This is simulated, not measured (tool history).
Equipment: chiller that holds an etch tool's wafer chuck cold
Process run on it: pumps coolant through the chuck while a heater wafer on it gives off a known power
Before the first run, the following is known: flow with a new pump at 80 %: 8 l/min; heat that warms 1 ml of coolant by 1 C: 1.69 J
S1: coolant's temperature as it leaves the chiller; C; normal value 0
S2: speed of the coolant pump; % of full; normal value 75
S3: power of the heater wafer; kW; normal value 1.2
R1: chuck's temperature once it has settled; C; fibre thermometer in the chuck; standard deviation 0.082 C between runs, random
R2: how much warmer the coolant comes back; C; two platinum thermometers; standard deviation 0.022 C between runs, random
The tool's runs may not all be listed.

Run 1, hour 0: usual settings. Result: R1 10.53 C, R2 5.71 C.
Run 2, hour 21: usual settings. Result: R1 10.67 C, R2 5.7 C.
Run 3, hour 58.3: usual settings but S1 -1 C. Result: R1 9.55 C, R2 5.68 C.
Run 4, hour 104.3: usual settings but S2 90 % of full. Result: R1 9.19 C, R2 4.78 C.
Run 5, hour 147.9: usual settings but S2 90 % of full. Result: R1 9.24 C, R2 4.79 C.
Run 6, hour 187.8: usual settings but S2 90 % of full. Result: R1 9.2 C, R2 4.77 C.
Run 7, hour 216.5: usual settings but S3 0.694 kW. Result: R1 6.33 C, R2 3.28 C.
Run 8, hour 262.2: usual settings but S3 0.694 kW. Result: R1 6.12 C, R2 3.32 C.
Run 9, hour 285: usual settings. Result: R1 10.57 C, R2 5.71 C.
Run 10, hour 326.2: usual settings but S2 60 % of full. Result: R1 13.01 C, R2 7.16 C.
Run 11, hour 347.3: usual settings. Result: R1 10.75 C, R2 5.7 C.
Run 12, hour 378: usual settings but S2 81 % of full. Result: R1 10.07 C, R2 5.31 C.
Run 13, hour 408.4: usual settings but S2 81 % of full. Result: R1 10.14 C, R2 5.33 C.
Run 14, hour 448.5: usual settings. Result: R1 10.9 C, R2 5.7 C.
Run 15, hour 484: usual settings. Result: R1 10.75 C, R2 5.71 C.
Run 16, hour 509.6: usual settings. Result: R1 10.7 C, R2 5.69 C.
Run 17, hour 546.4: usual settings. Result: R1 10.79 C, R2 5.69 C.
Run 18, hour 581.3: usual settings but S1 1 C, S2 70 % of full, S3 1.533 kW. Result: R1 15.49 C, R2 7.85 C.
Run 19, hour 605.7: usual settings but S1 1 C, S2 70 % of full, S3 1.533 kW. Result: R1 15.66 C, R2 7.84 C.
Run 20, hour 635: usual settings but S1 -9 C, S3 1.529 kW. Result: R1 4.72 C, R2 7.28 C.
Run 21, hour 674: usual settings but S1 -9 C, S3 1.529 kW. Result: R1 4.83 C, R2 7.29 C.
Run 22, hour 713: usual settings but S1 2 C, S3 1.377 kW. Result: R1 14.3 C, R2 6.59 C.
Run 23, hour 753.7: usual settings but S1 2 C, S3 1.377 kW. Result: R1 14.45 C, R2 6.59 C.
Run 24, hour 783.5: usual settings but S1 2 C, S3 1.377 kW. Result: R1 14.46 C, R2 6.58 C.
Run 25, hour 829.5: usual settings but S1 9 C, S2 92 % of full, S3 1.414 kW. Result: R1 19.73 C, R2 5.56 C.
Run 26, hour 875.5: usual settings but S3 0.958 kW. Result: R1 8.66 C, R2 4.6 C.
Run 27, hour 903.7: usual settings but S3 0.958 kW. Result: R1 8.76 C, R2 4.6 C.
Run 28, hour 936: usual settings but S3 0.958 kW. Result: R1 8.74 C, R2 4.57 C.
Run 29, hour 979: usual settings but S2 89 % of full, S3 1.44 kW. Result: R1 11.39 C, R2 5.86 C.
Run 30, hour 1026: usual settings but S2 89 % of full, S3 1.44 kW. Result: R1 11.38 C, R2 5.84 C.

Forecast each of these 3 alternatives for the next run:
Run A, hour 1045.9: usual settings but S2 65 % of full, S3 1.44 kW. Result: R1 ?, R2 ?.
Run B, hour 1045.9: usual settings but S1 1 C, S2 67 % of full, S3 0.778 kW. Result: R1 ?, R2 ?.
Run C, hour 1045.9: usual settings but S1 3 C. Result: R1 ?, R2 ?.

run     R1    R2
  A  14.66  7.91
  B   8.79  4.19
  C  13.79  5.73
What these runs would have given with no unlogged condition in the tool:
run     R1    R2
  A  13.92  7.82
  B   8.43  4.14
  C  13.25  5.67
